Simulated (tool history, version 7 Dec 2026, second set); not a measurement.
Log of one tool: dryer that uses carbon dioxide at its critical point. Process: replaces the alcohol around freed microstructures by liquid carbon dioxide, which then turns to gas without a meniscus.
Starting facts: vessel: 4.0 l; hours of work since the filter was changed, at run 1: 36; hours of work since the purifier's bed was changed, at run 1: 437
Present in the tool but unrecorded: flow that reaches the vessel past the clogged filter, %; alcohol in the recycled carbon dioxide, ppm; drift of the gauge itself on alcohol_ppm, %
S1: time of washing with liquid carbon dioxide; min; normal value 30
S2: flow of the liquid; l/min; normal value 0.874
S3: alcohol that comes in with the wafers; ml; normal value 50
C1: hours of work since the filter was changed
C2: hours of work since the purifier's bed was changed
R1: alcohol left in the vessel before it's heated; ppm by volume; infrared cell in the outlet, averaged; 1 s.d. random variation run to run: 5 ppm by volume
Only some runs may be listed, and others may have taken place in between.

Run 1, hour 0: usual settings; C1 36; C2 437. Result: R1 114 ppm by volume.
Run 2, hour 14.3: usual settings; C1 44; C2 446. Result: R1 121 ppm by volume.
Run 3, hour 41.1: usual settings; C1 60; C2 461. Result: R1 134 ppm by volume.
Run 4, hour 66.7: usual settings; C1 75; C2 476. Result: R1 139 ppm by volume.
Run 5, hour 85.7: usual settings but S3 48 ml; C1 86; C2 488. Result: R1 145 ppm by volume.
Run 6, hour 98.7: usual settings but S3 48 ml; C1 94; C2 495. Result: R1 139 ppm by volume.
Run 7, hour 118.5: usual settings but S3 48 ml; C1 106; C2 507. Result: R1 147 ppm by volume.
Run 8, hour 135.4: usual settings; C1 116; C2 517. Result: R1 157 ppm by volume.
Run 9, hour 157.1: usual settings; C1 128; C2 530. Result: R1 168 ppm by volume.
Run 10, hour 182.1: usual settings; C1 143; C2 544. Result: R1 162 ppm by volume.
Run 11, hour 196.4: usual settings but S1 21 min, S2 0.699 l/min, S3 77 ml; C1 152; C2 553. Result: R1 1274 ppm by volume.
Run 12, hour 213.6: usual settings but S1 38 min, S2 0.865 l/min, S3 31 ml; C1 162; C2 563. Result: R1 102 ppm by volume.
Run 13, hour 231.4: usual settings but S1 38 min, S2 0.865 l/min, S3 43 ml; C1 172; C2 573. Result: R1 109 ppm by volume.
Run 14, hour 256.7: usual settings but S1 44 min, S2 1.195 l/min, S3 118 ml; C1 187; C2 588. Result: R1 89 ppm by volume.
At hour 259.5: inlet filter changed.
At hour 265: purifier's bed changed.
Run 15, hour 283.2: usual settings but S1 44 min, S2 1.195 l/min, S3 118 ml; C1 12; C2 11. Result: R1 8 ppm by volume.
Run 16, hour 304: usual settings but S1 46 min, S2 0.832 l/min, S3 45 ml; C1 24; C2 23. Result: R1 9 ppm by volume.
Run 17, hour 324.5: usual settings but S1 46 min, S2 0.832 l/min, S3 45 ml; C1 36; C2 35. Result: R1 12 ppm by volume.
Run 18, hour 344.4: usual settings but S1 31 min; C1 48; C2 47. Result: R1 51 ppm by volume.
Run 19, hour 357.6: usual settings but S1 31 min; C1 56; C2 54. Result: R1 54 ppm by volume.

Predict each of these 3 candidate next runs independently; none follows another, all start after run 19:
Run A, hour 382.1: usual settings but S1 31 min, S2 1.086 l/min, S3 61 ml; C1 70; C2 69. Result: R1 ?.
Run B, hour 382.1: usual settings but S1 31 min, S3 56 ml; C1 70; C2 69. Result: R1 ?.
Run C, hour 382.1: usual settings but S1 22 min, S2 0.531 l/min, S3 45 ml; C1 70; C2 69. Result: R1 ?.

run    R1
  A    31
  B    73
  C  1099
Stripped of hidden state, with their random variation kept, the same runs would have yielded:
run   R1
  A   16
  B   47
  C  937
